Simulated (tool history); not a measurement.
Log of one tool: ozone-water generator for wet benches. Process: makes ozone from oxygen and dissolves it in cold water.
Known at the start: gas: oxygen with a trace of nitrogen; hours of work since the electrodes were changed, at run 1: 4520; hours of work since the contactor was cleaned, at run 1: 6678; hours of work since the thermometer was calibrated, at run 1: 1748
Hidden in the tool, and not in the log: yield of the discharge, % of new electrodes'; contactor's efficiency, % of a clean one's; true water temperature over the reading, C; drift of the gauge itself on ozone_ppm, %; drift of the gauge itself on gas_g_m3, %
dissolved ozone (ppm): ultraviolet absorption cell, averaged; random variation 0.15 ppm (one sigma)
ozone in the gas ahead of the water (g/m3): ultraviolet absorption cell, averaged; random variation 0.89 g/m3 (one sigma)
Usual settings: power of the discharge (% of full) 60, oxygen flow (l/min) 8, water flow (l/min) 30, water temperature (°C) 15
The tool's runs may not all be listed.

| run | hour | power of the discharge (% of full) | oxygen flow (l/min) | water flow (l/min) | water temperature (°C) | hours of work since the electrodes were changed | hours of work since the contactor was cleaned | hours of work since the thermometer was calibrated | dissolved ozone (ppm) | ozone in the gas ahead of the water (g/m3) |
|---|---|---|---|---|---|---|---|---|---|---|
| 1 | 0 | 60 | 8 | 30 | 15 | 4520 | 6678 | 1748 | 19.2 | 146 |
| 2 | 52.5 | 60 | 8 | 30 | 15 | 4570 | 6728 | 1798 | 19.1 | 146.5 |
| 3 | 123.5 | 60 | 8 | 30 | 15 | 4637 | 6795 | 1865 | 19.3 | 147.8 |
| 4 | 208.1 | 60 | 8 | 30 | 15 | 4716 | 6875 | 1945 | 19 | 147.2 |
| 5 | 262.1 | 60 | 8 | 30 | 15 | 4767 | 6926 | 1996 | 19.3 | 148.5 |
| 6 | 352.8 | 60 | 8 | 30 | 15 | 4853 | 7011 | 2081 | 19.1 | 147.2 |
| 7 | 407.9 | 60 | 8 | 30 | 15 | 4905 | 7063 | 2133 | 19.2 | 148 |
| 8 | 480.9 | 60 | 13.05 | 30 | 15 | 4974 | 7132 | 2202 | 21.1 | 126.1 |
| 9 | 539.6 | 60 | 13.05 | 30 | 15 | 5029 | 7187 | 2257 | 20.9 | 126.5 |
| 10 | 595.9 | 60 | 8 | 30 | 15 | 5082 | 7241 | 2311 | 19.1 | 149 |
| 11 | 681.6 | 60 | 8 | 30 | 9 | 5163 | 7321 | 2392 | 20.9 | 146.9 |
| 12 | 771 | 60 | 8 | 43 | 15 | 5248 | 7406 | 2476 | 13.9 | 149.5 |
| 13 | 872.4 | 60 | 8 | 43 | 15 | 5343 | 7501 | 2572 | 13.8 | 145.5 |
| 14 | 928.2 | 60 | 8 | 30 | 15 | 5396 | 7554 | 2624 | 19.3 | 148.4 |
| 15 | 1038.7 | 60 | 8 | 30 | 15 | 5500 | 7658 | 2728 | 19.2 | 146.5 |
| 16 | 1104.1 | 49 | 8 | 30 | 15 | 5562 | 7720 | 2790 | 16.9 | 127.1 |
| 17 | 1205.6 | 69 | 10.16 | 30 | 22 | 5658 | 7816 | 2886 | 20.1 | 150.9 |
| 18 | 1305.3 | 69 | 10.16 | 30 | 22 | 5752 | 7910 | 2980 | 19.5 | 150.1 |
| 19 | 1399.7 | 69 | 10.16 | 30 | 22 | 5841 | 7999 | 3069 | 19.7 | 149.6 |
| 20 | 1499.6 | 60 | 8 | 43 | 15 | 5935 | 8093 | 3163 | 13.6 | 147.5 |
| 21 | 1613.9 | 97 | 8 | 30 | 9 | 6043 | 8201 | 3271 | 29.3 | 208.2 |
|  | 1661.2 | contactor cleaned |
| 22 | 1726.7 | 63 | 14.29 | 18 | 15 | 6145 | 62 | 3374 | 29.3 | 127.5 |
| 23 | 1816.8 | 63 | 14.29 | 18 | 15 | 6230 | 147 | 3459 | 29.2 | 127.1 |
| 24 | 1921.8 | 78 | 8 | 27 | 15 | 6330 | 246 | 3558 | 25.1 | 176.8 |
| 25 | 1977.7 | 73 | 8 | 27 | 15 | 6382 | 299 | 3611 | 23.8 | 170.5 |
| 26 | 2057.2 | 80 | 8 | 23 | 8 | 6457 | 374 | 3686 | 32.1 | 181.6 |
| 27 | 2116.8 | 80 | 8 | 23 | 8 | 6514 | 430 | 3742 | 32.3 | 182.8 |
| 28 | 2177.1 | 60 | 5.98 | 30 | 7 | 6570 | 487 | 3799 | 19.1 | 161.7 |
| 29 | 2276.7 | 54 | 8.07 | 46 | 15 | 6664 | 581 | 3893 | 12 | 136.5 |
| 30 | 2344.5 | 93 | 6.96 | 20 | 15 | 6728 | 645 | 3957 | 34.4 | 210.3 |
| 31 | 2428.3 | 93 | 6.96 | 21 | 17 | 6807 | 724 | 4036 | 32.1 | 213.3 |
| 32 | 2516.1 | 93 | 6.96 | 21 | 17 | 6890 | 807 | 4119 | 32.1 | 211.1 |

Hidden state at the last listed run before each entry between runs and at the first one after, where it differs:
Between runs 21 and 22: contactor cleaned (hour 1661.2)
  contactor's efficiency, % of a clean one's: 99.9 -> 100
